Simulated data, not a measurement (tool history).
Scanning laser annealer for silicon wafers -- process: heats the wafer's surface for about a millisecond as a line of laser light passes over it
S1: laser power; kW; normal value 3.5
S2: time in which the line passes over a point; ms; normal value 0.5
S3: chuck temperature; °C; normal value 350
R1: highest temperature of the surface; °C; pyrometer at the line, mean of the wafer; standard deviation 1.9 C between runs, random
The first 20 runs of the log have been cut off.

Run 21, day 21.125: usual settings. Result: R1 1120 °C.
Run 22, day 22.254: usual settings. Result: R1 1120 °C.
Run 23, day 23.083: usual settings. Result: R1 1121 °C.
At day 24.079: window over the wafer cleaned.
Run 24, day 24.079: usual settings but S1 3.683 kW, S3 349 °C. Result: R1 1224 °C.
Run 25, day 24.779: usual settings but S1 3.683 kW, S3 349 °C. Result: R1 1225 °C.
Run 26, day 25.471: usual settings but S1 3.361 kW, S2 0.446 ms, S3 369 °C. Result: R1 1100 °C.
Run 27, day 26.017: usual settings but S1 3.361 kW, S2 0.395 ms, S3 352 °C. Result: R1 1034 °C.
Run 28, day 27.229: usual settings but S1 3.769 kW, S2 0.551 ms, S3 357 °C. Result: R1 1305 °C.
Run 29, day 28.212: usual settings but S1 3.551 kW, S2 0.365 ms, S3 346 °C. Result: R1 1046 °C.
Run 30, day 29.333: usual settings but S1 3.247 kW. Result: R1 1091 °C.
Run 31, day 29.988: usual settings but S1 3.247 kW. Result: R1 1094 °C.
Run 32, day 30.775: usual settings but S1 3.548 kW, S2 0.39 ms. Result: R1 1075 °C.
Run 33, day 31.508: usual settings but S1 3.624 kW, S2 0.62 ms. Result: R1 1304 °C.
Run 34, day 32.325: usual settings but S1 3.624 kW, S2 0.537 ms, S3 371 °C. Result: R1 1253 °C.
Run 35, day 33.462: usual settings but S1 3.624 kW, S2 0.6 ms, S3 371 °C. Result: R1 1308 °C.
Run 36, day 34.183: usual settings but S2 0.596 ms, S3 319 °C. Result: R1 1211 °C.
Run 37, day 34.829: usual settings but S1 3.207 kW, S2 0.398 ms, S3 333 °C. Result: R1 973 °C.
Run 38, day 35.979: usual settings but S1 3.207 kW, S2 0.398 ms, S3 333 °C. Result: R1 972 °C.
Run 39, day 36.808: usual settings but S1 3.207 kW, S2 0.398 ms, S3 333 °C. Result: R1 970 °C.
Run 40, day 37.5: usual settings but S1 3.207 kW, S2 0.398 ms, S3 333 °C. Result: R1 970 °C.
Run 41, day 38.283: usual settings but S1 3.169 kW, S2 0.363 ms, S3 333 °C. Result: R1 927 °C.

4 options for the next run, each taken on its own from the tool as it stands now. Forecast them:
Run A, day 39.333: usual settings but S1 3.788 kW, S2 0.363 ms, S3 317 °C. Result: R1 ?.
Run B, day 39.333: usual settings but S3 325 °C. Result: R1 ?.
Run C, day 39.333: usual settings but S1 3.71 kW, S2 0.459 ms, S3 326 °C. Result: R1 ?.
Run D, day 39.333: usual settings but S1 3.415 kW, S2 0.511 ms, S3 333 °C. Result: R1 ?.

run    R1
  A  1060
  B  1127
  C  1149
  D  1122
Stripped of hidden state, with their random variation kept, the same runs would have yielded:
run    R1
  A  1072
  B  1139
  C  1162
  D  1135
